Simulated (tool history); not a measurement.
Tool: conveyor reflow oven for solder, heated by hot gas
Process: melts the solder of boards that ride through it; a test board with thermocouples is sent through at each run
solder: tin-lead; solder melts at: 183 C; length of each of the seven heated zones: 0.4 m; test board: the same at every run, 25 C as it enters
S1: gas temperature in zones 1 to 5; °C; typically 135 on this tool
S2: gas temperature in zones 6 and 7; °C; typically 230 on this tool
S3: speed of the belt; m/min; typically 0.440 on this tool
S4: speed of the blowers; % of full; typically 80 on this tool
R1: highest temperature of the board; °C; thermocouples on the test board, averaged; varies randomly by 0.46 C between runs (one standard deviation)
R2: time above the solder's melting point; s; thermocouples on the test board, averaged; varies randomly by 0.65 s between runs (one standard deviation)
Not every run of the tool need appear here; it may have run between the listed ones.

| run | hour | S1 | S2 | S3 | S4 | R1 | R2 |
|---|---|---|---|---|---|---|---|
| 1 | 0.0 | 135 | 230 | 0.440 | 80 | 216.8 | 82.5 |
| 2 | 9.6 | 135 | 230 | 0.350 | 80 | 222.4 | 112.7 |
| 3 | 16.6 | 135 | 230 | 0.440 | 80 | 217.9 | 80.6 |
| 4 | 24.2 | 126 | 230 | 0.440 | 80 | 216.4 | 75.7 |
| 5 | 29.8 | 141 | 230 | 0.440 | 80 | 217.2 | 85.4 |
| 6 | 40.5 | 141 | 230 | 0.440 | 80 | 218.0 | 86.2 |
| 7 | 51.0 | 137 | 230 | 0.434 | 80 | 217.3 | 84.5 |
| 8 | 61.6 | 137 | 230 | 0.434 | 80 | 217.3 | 85.1 |
| 9 | 70.0 | 144 | 242 | 0.379 | 79 | 231.9 | 116.1 |
| 10 | 77.9 | 144 | 242 | 0.379 | 79 | 232.5 | 114.9 |
| 11 | 88.1 | 136 | 230 | 0.440 | 80 | 217.2 | 82.2 |

3 ways to go on from here, each from the tool as it stands after run 11. What would each give?
| A | 95.2 | 143 | 230 | 0.440 | 69 | ? | ? |
| B | 95.2 | 136 | 230 | 0.482 | 80 | ? | ? |
| C | 95.2 | 136 | 230 | 0.471 | 90 | ? | ? |

| run | R1 | R2 |
|---|---|---|
| A | 215.7 | 84.1 |
| B | 214.3 | 71.5 |
| C | 216.3 | 77.5 |
Stripped of hidden state, with their random variation kept, the same runs would have yielded:
| run | R1 | R2 |
|---|---|---|
| A | 216.8 | 85.0 |
| B | 215.6 | 72.7 |
| C | 217.7 | 78.6 |
